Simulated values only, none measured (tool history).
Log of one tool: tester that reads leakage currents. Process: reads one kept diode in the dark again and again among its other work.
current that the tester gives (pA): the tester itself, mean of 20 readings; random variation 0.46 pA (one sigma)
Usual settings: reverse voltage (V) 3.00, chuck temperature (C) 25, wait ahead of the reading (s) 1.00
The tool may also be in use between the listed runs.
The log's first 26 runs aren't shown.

run      day  reverse voltage (V)  chuck temperature (C)  wait ahead of the reading (s)  hours of work since the probe card was cleaned  hours of work since the tester was calibrated  hours of work since the chuck was calibrated  current that the tester gives (pA)
 27   73.496                 3.00                     25                           0.64                                            1653                                           2955                                           173                              154.30
 28   76.246                16.10                     59                           0.65                                            1690                                           2993                                           210                             2997.52
      78.946  -- probe card cleaned and baked
 29   79.671                16.10                     59                           0.65                                              10                                           3038                                           256                             2943.86
 30   82.062                16.10                     59                           0.65                                              43                                           3071                                           288                             2920.93
 31   85.046                 2.01                     29                           1.00                                              83                                           3111                                           329                              173.78
 32   87.912                 2.01                     29                           1.00                                             123                                           3151                                           368                              172.17
 33   89.788                 2.01                     29                           1.00                                             148                                           3176                                           394                              171.01
 34   92.975                18.79                     28                           1.00                                             192                                           3220                                           437                              334.31
 35   95.246                 3.00                     20                           1.00                                             223                                           3251                                           469                               93.87
 36   98.196                 3.00                     30                           4.99                                             263                                           3291                                           509                              207.87
 37  101.883                16.28                     43                           0.65                                             314                                           3342                                           559                              956.90
 38  104.200                16.28                     43                           0.65                                             345                                           3373                                           591                              948.43
 39  107.508                 4.14                     58                           1.09                                             391                                           3419                                           636                             1684.11
 40  109.767                 4.14                     58                           1.09                                             421                                           3450                                           667                             1670.67
 41  113.108                 2.69                     26                           3.45                                             467                                           3495                                           713                              142.41

Forecast each of these 3 alternatives for the next run:
  A  116.329                12.99                     59                           0.63                                             511                                           3539                                           757                                   ?
  B  116.329                 6.39                     43                           0.52                                             511                                           3539                                           757                                   ?
  C  116.329                 3.00                     25                           3.47                                             511                                           3539                                           757                                   ?

run  current that the tester gives (pA)
  A                             2582.87
  B                              685.52
  C                              134.84
Without the tool's hidden state the same runs would have given:
run  current that the tester gives (pA)
  A                             2885.04
  B                              771.23
  C                              152.48
